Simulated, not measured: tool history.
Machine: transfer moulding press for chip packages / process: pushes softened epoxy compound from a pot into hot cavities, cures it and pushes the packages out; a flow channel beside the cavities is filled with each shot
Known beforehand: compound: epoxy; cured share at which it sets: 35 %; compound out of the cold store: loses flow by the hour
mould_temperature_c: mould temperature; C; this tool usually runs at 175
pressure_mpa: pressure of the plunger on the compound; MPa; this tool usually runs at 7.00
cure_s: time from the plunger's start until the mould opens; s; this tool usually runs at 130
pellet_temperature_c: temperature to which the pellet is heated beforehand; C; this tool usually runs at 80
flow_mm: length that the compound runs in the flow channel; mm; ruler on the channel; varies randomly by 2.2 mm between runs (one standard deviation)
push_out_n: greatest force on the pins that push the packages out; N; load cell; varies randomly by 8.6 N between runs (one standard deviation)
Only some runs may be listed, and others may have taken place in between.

run,day,mould_temperature_c,pressure_mpa,cure_s,pellet_temperature_c,incoming compound's hours out of the cold store,flow_mm,push_out_n
1,0.000,175,7.00,130,80,34.6,840,578
2,0.571,175,7.00,130,80,18.8,905,607
3,0.896,176,7.00,130,80,42.3,809,597
4,1.554,175,7.00,130,80,30.7,856,604
5,1.962,175,7.00,130,80,34.3,845,638
6,2.304,175,7.00,130,80,31.6,852,611
# day 2.425: mould's thermocouples calibrated
7,2.983,182,7.00,130,80,9.0,934,606
# day 3.429: cavities cleaned with cleaning compound and waxed
8,3.429,175,7.00,130,73,43.2,810,394
9,4.075,175,7.00,130,80,22.9,886,425
10,4.725,175,8.17,130,80,9.9,1020,463
11,5.408,175,7.64,139,80,14.4,970,483
# day 5.604: mould's thermocouples calibrated, once more
12,6.233,175,7.64,139,80,33.9,879,511
13,6.892,175,7.64,139,80,39.2,852,547
14,7.262,181,6.47,117,71,13.4,877,549
15,7.858,169,5.24,149,73,47.5,691,588
16,8.492,169,5.24,149,73,43.6,703,639
17,9.196,180,8.12,149,73,42.6,853,593
18,9.767,171,7.08,145,80,37.7,835,632

Here are 5 independent what-if runs from the current tool condition. What would each one return?
A,10.271,175,7.00,130,78,41.4,?,?
B,10.271,170,7.00,132,83,23.6,?,?
C,10.271,171,6.88,157,80,19.4,?,?
D,10.271,170,7.08,110,79,20.5,?,?
E,10.271,175,7.00,130,74,26.3,?,?

run,flow_mm,push_out_n
A,808,662
B,888,762
C,902,636
D,909,1023
E,868,657
Without the tool's hidden state the same runs would have given:
run,flow_mm,push_out_n
A,822,384
B,904,442
C,918,365
D,925,594
E,883,379
